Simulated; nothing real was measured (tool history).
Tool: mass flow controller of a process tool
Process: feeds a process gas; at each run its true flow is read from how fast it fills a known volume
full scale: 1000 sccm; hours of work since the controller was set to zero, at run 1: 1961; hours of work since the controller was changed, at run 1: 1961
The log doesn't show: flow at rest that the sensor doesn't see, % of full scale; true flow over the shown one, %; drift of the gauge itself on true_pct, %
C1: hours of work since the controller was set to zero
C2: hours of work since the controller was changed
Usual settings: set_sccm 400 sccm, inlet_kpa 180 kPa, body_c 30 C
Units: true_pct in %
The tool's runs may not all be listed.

run 1 day=0.000 | set_sccm=400 inlet_kpa=180 body_c=30 | C1=1961 C2=1961 | true_pct=98.91
run 2 day=7.575 | set_sccm=400 inlet_kpa=180 body_c=30 | C1=2027 C2=2027 | true_pct=99.11
run 3 day=13.525 | set_sccm=400 inlet_kpa=180 body_c=30 | C1=2079 C2=2079 | true_pct=98.99
run 4 day=20.692 | set_sccm=400 inlet_kpa=180 body_c=30 | C1=2141 C2=2141 | true_pct=99.08
run 5 day=32.129 | set_sccm=400 inlet_kpa=180 body_c=39 | C1=2241 C2=2241 | true_pct=99.23
run 6 day=43.442 | set_sccm=400 inlet_kpa=180 body_c=39 | C1=2340 C2=2340 | true_pct=99.49
run 7 day=55.012 | set_sccm=400 inlet_kpa=180 body_c=30 | C1=2440 C2=2440 | true_pct=99.19
run 8 day=65.208 | set_sccm=400 inlet_kpa=180 body_c=30 | C1=2529 C2=2529 | true_pct=99.21
run 9 day=70.642 | set_sccm=975 inlet_kpa=180 body_c=30 | C1=2577 C2=2577 | true_pct=100.34
run 10 day=79.462 | set_sccm=975 inlet_kpa=180 body_c=30 | C1=2653 C2=2653 | true_pct=100.26
run 11 day=90.962 | set_sccm=975 inlet_kpa=180 body_c=30 | C1=2754 C2=2754 | true_pct=100.21
run 12 day=96.492 | set_sccm=975 inlet_kpa=180 body_c=30 | C1=2802 C2=2802 | true_pct=100.30
run 13 day=102.250 | set_sccm=975 inlet_kpa=180 body_c=30 | C1=2852 C2=2852 | true_pct=100.36
run 14 day=112.671 | set_sccm=400 inlet_kpa=180 body_c=30 | C1=2943 C2=2943 | true_pct=99.30
run 15 day=119.050 | set_sccm=400 inlet_kpa=180 body_c=30 | C1=2998 C2=2998 | true_pct=99.36
run 16 day=130.138 | set_sccm=400 inlet_kpa=180 body_c=30 | C1=3095 C2=3095 | true_pct=99.22
run 17 day=136.729 | set_sccm=400 inlet_kpa=180 body_c=30 | C1=3152 C2=3152 | true_pct=99.32
run 18 day=144.138 | set_sccm=400 inlet_kpa=180 body_c=30 | C1=3217 C2=3217 | true_pct=99.34
run 19 day=155.358 | set_sccm=400 inlet_kpa=180 body_c=30 | C1=3314 C2=3314 | true_pct=99.37
run 20 day=164.829 | set_sccm=400 inlet_kpa=198 body_c=30 | C1=3397 C2=3397 | true_pct=99.32
run 21 day=170.912 | set_sccm=400 inlet_kpa=198 body_c=30 | C1=3450 C2=3450 | true_pct=99.34
run 22 day=180.158 | set_sccm=400 inlet_kpa=198 body_c=36 | C1=3530 C2=3530 | true_pct=99.52
run 23 day=192.471 | set_sccm=400 inlet_kpa=198 body_c=36 | C1=3638 C2=3638 | true_pct=99.63
run 24 day=200.062 | set_sccm=400 inlet_kpa=198 body_c=36 | C1=3704 C2=3704 | true_pct=99.60
run 25 day=207.192 | set_sccm=400 inlet_kpa=198 body_c=36 | C1=3766 C2=3766 | true_pct=99.54
run 26 day=213.904 | set_sccm=386 inlet_kpa=198 body_c=36 | C1=3824 C2=3824 | true_pct=99.68
run 27 day=219.046 | set_sccm=172 inlet_kpa=180 body_c=30 | C1=3869 C2=3869 | true_pct=101.27
run 28 day=224.392 | set_sccm=172 inlet_kpa=192 body_c=39 | C1=3916 C2=3916 | true_pct=101.53
run 29 day=229.754 | set_sccm=172 inlet_kpa=192 body_c=39 | C1=3962 C2=3962 | true_pct=101.52
run 30 day=240.408 | set_sccm=765 inlet_kpa=204 body_c=26 | C1=4055 C2=4055 | true_pct=99.62
run 31 day=249.504 | set_sccm=297 inlet_kpa=271 body_c=35 | C1=4134 C2=4134 | true_pct=99.57
run 32 day=259.733 | set_sccm=297 inlet_kpa=271 body_c=35 | C1=4224 C2=4224 | true_pct=99.77
run 33 day=268.221 | set_sccm=147 inlet_kpa=147 body_c=30 | C1=4297 C2=4297 | true_pct=102.47
run 34 day=276.142 | set_sccm=859 inlet_kpa=201 body_c=30 | C1=4366 C2=4366 | true_pct=100.09
run 35 day=287.658 | set_sccm=193 inlet_kpa=155 body_c=30 | C1=4467 C2=4467 | true_pct=101.40
run 36 day=297.092 | set_sccm=400 inlet_kpa=264 body_c=21 | C1=4549 C2=4549 | true_pct=98.99
run 37 day=309.004 | set_sccm=400 inlet_kpa=264 body_c=21 | C1=4653 C2=4653 | true_pct=99.03
run 38 day=315.888 | set_sccm=400 inlet_kpa=264 body_c=21 | C1=4713 C2=4713 | true_pct=99.05
run 39 day=322.646 | set_sccm=400 inlet_kpa=264 body_c=21 | C1=4771 C2=4771 | true_pct=99.01
run 40 day=333.092 | set_sccm=131 inlet_kpa=180 body_c=21 | C1=4862 C2=4862 | true_pct=103.37
run 41 day=340.350 | set_sccm=131 inlet_kpa=180 body_c=21 | C1=4926 C2=4926 | true_pct=103.47
run 42 day=347.775 | set_sccm=835 inlet_kpa=243 body_c=29 | C1=4990 C2=4990 | true_pct=99.74
-- day=350.421 controller's zero set anew
run 43 day=359.408 | set_sccm=345 inlet_kpa=213 body_c=29 | C1=78 C2=5091 | true_pct=97.14
run 44 day=366.271 | set_sccm=429 inlet_kpa=144 body_c=30 | C1=138 C2=5151 | true_pct=97.91
run 45 day=377.129 | set_sccm=560 inlet_kpa=180 body_c=20 | C1=233 C2=5246 | true_pct=97.84
run 46 day=389.217 | set_sccm=418 inlet_kpa=180 body_c=20 | C1=338 C2=5351 | true_pct=97.34
run 47 day=401.283 | set_sccm=418 inlet_kpa=180 body_c=20 | C1=443 C2=5456 | true_pct=97.54
run 48 day=409.867 | set_sccm=241 inlet_kpa=180 body_c=33 | C1=518 C2=5531 | true_pct=97.45
run 49 day=420.438 | set_sccm=400 inlet_kpa=247 body_c=28 | C1=610 C2=5623 | true_pct=97.38

The same runs without the tool's hidden state, with the same run-to-run variation:
run=1 true_pct=98.21
run=2 true_pct=98.38
run=3 true_pct=98.25
run=4 true_pct=98.33
run=5 true_pct=98.44
run=6 true_pct=98.67
run=7 true_pct=98.35
run=8 true_pct=98.33
run=9 true_pct=100.21
run=10 true_pct=100.13
run=11 true_pct=100.08
run=12 true_pct=100.16
run=13 true_pct=100.23
run=14 true_pct=98.29
run=15 true_pct=98.34
run=16 true_pct=98.17
run=17 true_pct=98.25
run=18 true_pct=98.25
run=19 true_pct=98.26
run=20 true_pct=98.18
run=21 true_pct=98.18
run=22 true_pct=98.34
run=23 true_pct=98.42
run=24 true_pct=98.37
run=25 true_pct=98.30
run=26 true_pct=98.35
run=27 true_pct=97.53
run=28 true_pct=97.75
run=29 true_pct=97.70
run=30 true_pct=99.21
run=31 true_pct=97.53
run=32 true_pct=97.68
run=33 true_pct=97.55
run=34 true_pct=99.76
run=35 true_pct=97.68
run=36 true_pct=97.51
run=37 true_pct=97.51
run=38 true_pct=97.52
run=39 true_pct=97.45
run=40 true_pct=97.10
run=41 true_pct=97.13
run=42 true_pct=99.34
run=43 true_pct=97.82
run=44 true_pct=98.58
run=45 true_pct=98.51
run=46 true_pct=97.96
run=47 true_pct=98.12
run=48 true_pct=97.84
run=49 true_pct=97.90
